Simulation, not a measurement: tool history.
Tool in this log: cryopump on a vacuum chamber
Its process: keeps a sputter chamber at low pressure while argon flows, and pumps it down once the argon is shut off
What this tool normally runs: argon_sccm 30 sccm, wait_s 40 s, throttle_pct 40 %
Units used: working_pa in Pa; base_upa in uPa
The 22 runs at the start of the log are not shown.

| run | day | argon_sccm | wait_s | throttle_pct | working_pa | base_upa |
|---|---|---|---|---|---|---|
| 23 | 40.729 | 24 | 280 | 38 | 0.0543 | 0.66 |
| 24 | 42.600 | 31 | 248 | 17 | 0.1493 | 0.67 |
| 25 | 44.808 | 16 | 69 | 22 | 0.0616 | 1.09 |
|  | 45.262 | pump warmed up, emptied and cooled again |
| 26 | 46.112 | 35 | 44 | 15 | 0.1803 | 1.17 |
| 27 | 48.229 | 35 | 44 | 15 | 0.1800 | 1.25 |
| 28 | 50.350 | 24 | 44 | 29 | 0.0647 | 1.18 |
| 29 | 51.588 | 24 | 44 | 29 | 0.0658 | 1.24 |
| 30 | 53.883 | 34 | 252 | 42 | 0.0663 | 0.58 |
| 31 | 55.892 | 30 | 265 | 15 | 0.1555 | 0.64 |
| 32 | 57.779 | 13 | 95 | 44 | 0.0246 | 0.87 |
| 33 | 59.371 | 13 | 95 | 44 | 0.0244 | 0.86 |

Forecast each of these 4 alternatives for the next run:
| A | 61.883 | 13 | 95 | 22 | ? | ? |
| B | 61.883 | 21 | 95 | 19 | ? | ? |
| C | 61.883 | 12 | 237 | 37 | ? | ? |
| D | 61.883 | 32 | 214 | 37 | ? | ? |

| run | working_pa | base_upa |
|---|---|---|
| A | 0.0478 | 0.84 |
| B | 0.0890 | 0.90 |
| C | 0.0271 | 0.63 |
| D | 0.0725 | 0.64 |
What these runs would have given with no unlogged condition in the tool:
| run | working_pa | base_upa |
|---|---|---|
| A | 0.0454 | 0.47 |
| B | 0.0851 | 0.52 |
| C | 0.0248 | 0.26 |
| D | 0.0666 | 0.27 |
